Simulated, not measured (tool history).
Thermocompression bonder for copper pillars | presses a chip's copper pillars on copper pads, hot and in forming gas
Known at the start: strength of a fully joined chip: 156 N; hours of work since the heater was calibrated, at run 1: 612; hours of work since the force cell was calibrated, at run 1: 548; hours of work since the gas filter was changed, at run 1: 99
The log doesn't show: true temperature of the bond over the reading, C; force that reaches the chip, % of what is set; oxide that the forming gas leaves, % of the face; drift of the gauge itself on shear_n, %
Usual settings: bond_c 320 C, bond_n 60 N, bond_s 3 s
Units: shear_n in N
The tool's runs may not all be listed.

run   hour  bond_c  bond_n  bond_s  hours of work since the heater was calibrated  hours of work since the force cell was calibrated  hours of work since the gas filter was changed  shear_n
  1    0.0     320      60       3                                            612                                                548                                              99     73.2
  2   86.8     320      60       3                                            647                                                583                                             134     73.4
  3  140.2     320      60       3                                            668                                                605                                             155     73.2
  4  192.8     307      60       3                                            689                                                626                                             176     62.5
  5  283.8     307      60       3                                            726                                                662                                             213     62.2
  6  367.9     307      60       4                                            760                                                696                                             247     68.8
  7  432.9     307      60       4                                            786                                                722                                             273     67.2
  8  478.1     307      60       4                                            804                                                741                                             291     68.7
  9  538.1     330      82       3                                            828                                                765                                             315     89.3
     560.7  -- forming gas filter changed
 10  591.4     318      71       7                                            850                                                786                                              12    103.2
 11  629.3     317      70       7                                            865                                                801                                              28    104.2
     635.9  -- heater calibrated with a thermocouple chip
 12  700.6     328      81       7                                             26                                                829                                              56    113.2
 13  739.3     335      81       7                                             42                                                845                                              71    118.4

The next listed run, before its measurement:
 14  818.7     335      81       7                                             74                                                877                                             103        ?

{"run 14": {"shear_n": 118.2}}
Without the tool's hidden state the same run would have given shear_n 128.3 N.
